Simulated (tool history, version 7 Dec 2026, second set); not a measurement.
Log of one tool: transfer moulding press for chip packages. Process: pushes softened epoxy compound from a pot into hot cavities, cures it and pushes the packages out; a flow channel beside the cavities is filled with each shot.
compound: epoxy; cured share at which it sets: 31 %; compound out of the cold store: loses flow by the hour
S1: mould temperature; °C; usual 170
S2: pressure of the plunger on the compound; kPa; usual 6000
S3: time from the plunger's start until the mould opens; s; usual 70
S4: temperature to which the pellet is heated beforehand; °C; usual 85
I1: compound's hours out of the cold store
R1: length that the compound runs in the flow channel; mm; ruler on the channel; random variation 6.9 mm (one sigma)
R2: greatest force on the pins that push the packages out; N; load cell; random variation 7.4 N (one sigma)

run,hour,S1,S2,S3,S4,I1,R1,R2
1,0,170,6000,70,85,11.2,904,493
2,7,170,6000,70,85,26.6,824,481
3,12.1,170,6000,70,75,34.1,787,521
4,20,170,6000,70,75,35.1,786,548
5,24.2,170,6000,70,75,13.2,899,606
6,33.1,170,6000,70,75,46,733,548
7,41.9,170,6000,70,75,29.5,808,616

Forecast run 8:
# hour 45.1: cavities cleaned with cleaning compound and waxed
8,49.8,170,6000,70,75,32.6,?,?

R1: 785 mm
R2: 372 N
Without the tool's hidden state the same run would have given R1 800 mm, R2 329 N.

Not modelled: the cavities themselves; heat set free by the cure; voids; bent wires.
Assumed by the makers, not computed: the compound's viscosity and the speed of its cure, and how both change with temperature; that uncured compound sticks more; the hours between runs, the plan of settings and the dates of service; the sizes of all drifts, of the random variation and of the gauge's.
